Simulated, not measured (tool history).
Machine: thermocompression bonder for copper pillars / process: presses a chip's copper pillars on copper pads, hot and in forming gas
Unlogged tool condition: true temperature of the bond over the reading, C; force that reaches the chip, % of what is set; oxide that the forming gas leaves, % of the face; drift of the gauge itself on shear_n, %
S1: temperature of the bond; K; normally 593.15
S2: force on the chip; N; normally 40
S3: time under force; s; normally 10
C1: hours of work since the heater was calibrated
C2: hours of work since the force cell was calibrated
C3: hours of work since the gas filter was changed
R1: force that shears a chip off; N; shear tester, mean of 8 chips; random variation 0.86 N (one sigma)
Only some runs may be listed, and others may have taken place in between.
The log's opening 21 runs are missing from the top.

{"run": 22, "hour": 579.3, "S1": 593.15, "S2": 26, "S3": 20, "C1": 1034, "C2": 1182, "C3": 124, "R1": 52.5}
{"hour": 612.4, "done": "heater calibrated with a thermocouple chip"}
{"run": 23, "hour": 619.8, "S1": 593.15, "S2": 40, "S3": 20, "C1": 5, "C2": 1207, "C3": 149, "R1": 91.9}
{"run": 24, "hour": 649.5, "S1": 596.15, "S2": 40, "S3": 28, "C1": 25, "C2": 1227, "C3": 169, "R1": 98.8}
{"hour": 654.1, "done": "force cell calibrated"}
{"run": 25, "hour": 669.2, "S1": 596.15, "S2": 40, "S3": 28, "C1": 37, "C2": 10, "C3": 181, "R1": 102.3}
{"run": 26, "hour": 702.1, "S1": 596.15, "S2": 40, "S3": 28, "C1": 59, "C2": 32, "C3": 203, "R1": 101.1}
{"run": 27, "hour": 723.6, "S1": 583.15, "S2": 39, "S3": 10, "C1": 73, "C2": 46, "C3": 218, "R1": 62.2}
{"hour": 733.1, "done": "forming gas filter changed"}
{"run": 28, "hour": 743.7, "S1": 593.15, "S2": 41, "S3": 20, "C1": 86, "C2": 60, "C3": 7, "R1": 94}
{"run": 29, "hour": 773.7, "S1": 589.15, "S2": 40, "S3": 10, "C1": 106, "C2": 79, "C3": 27, "R1": 72.3}
{"run": 30, "hour": 811.4, "S1": 589.15, "S2": 40, "S3": 10, "C1": 131, "C2": 105, "C3": 52, "R1": 71}
{"run": 31, "hour": 833.9, "S1": 601.15, "S2": 54, "S3": 10, "C1": 147, "C2": 120, "C3": 67, "R1": 102}
{"run": 32, "hour": 855.5, "S1": 620.15, "S2": 26, "S3": 22, "C1": 161, "C2": 134, "C3": 82, "R1": 80.3}
{"run": 33, "hour": 874.1, "S1": 606.15, "S2": 33, "S3": 8, "C1": 173, "C2": 147, "C3": 94, "R1": 62.3}
{"hour": 893.9, "done": "force cell calibrated, once more"}
{"run": 34, "hour": 913.4, "S1": 606.15, "S2": 33, "S3": 8, "C1": 199, "C2": 13, "C3": 119, "R1": 57.9}
{"run": 35, "hour": 944.6, "S1": 577.15, "S2": 43, "S3": 10, "C1": 219, "C2": 34, "C3": 140, "R1": 63.9}
{"run": 36, "hour": 964.5, "S1": 593.15, "S2": 56, "S3": 10, "C1": 233, "C2": 47, "C3": 153, "R1": 92.4}
{"run": 37, "hour": 984.8, "S1": 591.15, "S2": 51, "S3": 18, "C1": 246, "C2": 61, "C3": 167, "R1": 99.7}
{"run": 38, "hour": 1007.0, "S1": 591.15, "S2": 51, "S3": 18, "C1": 261, "C2": 75, "C3": 182, "R1": 98.9}
{"run": 39, "hour": 1026.5, "S1": 600.15, "S2": 55, "S3": 18, "C1": 274, "C2": 89, "C3": 195, "R1": 109.7}

What if the next run were any one of these 4? Each begins from the tool's condition after run 39:
{"run": "A", "hour": 1047.9, "S1": 591.15, "S2": 29, "S3": 28, "C1": 288, "C2": 103, "C3": 209, "R1": "?"}
{"run": "B", "hour": 1047.9, "S1": 607.15, "S2": 51, "S3": 10, "C1": 288, "C2": 103, "C3": 209, "R1": "?"}
{"run": "C", "hour": 1047.9, "S1": 600.15, "S2": 25, "S3": 18, "C1": 288, "C2": 103, "C3": 209, "R1": "?"}
{"run": "D", "hour": 1047.9, "S1": 604.15, "S2": 48, "S3": 18, "C1": 288, "C2": 103, "C3": 209, "R1": "?"}

run=A R1=68.7
run=B R1=93.8
run=C R1=54.6
run=D R1=102.3
The same runs, with their run-to-run variation unchanged, on a tool lacking any hidden condition would have given:
run=A R1=72.8
run=B R1=99.1
run=C R1=57.8
run=D R1=108

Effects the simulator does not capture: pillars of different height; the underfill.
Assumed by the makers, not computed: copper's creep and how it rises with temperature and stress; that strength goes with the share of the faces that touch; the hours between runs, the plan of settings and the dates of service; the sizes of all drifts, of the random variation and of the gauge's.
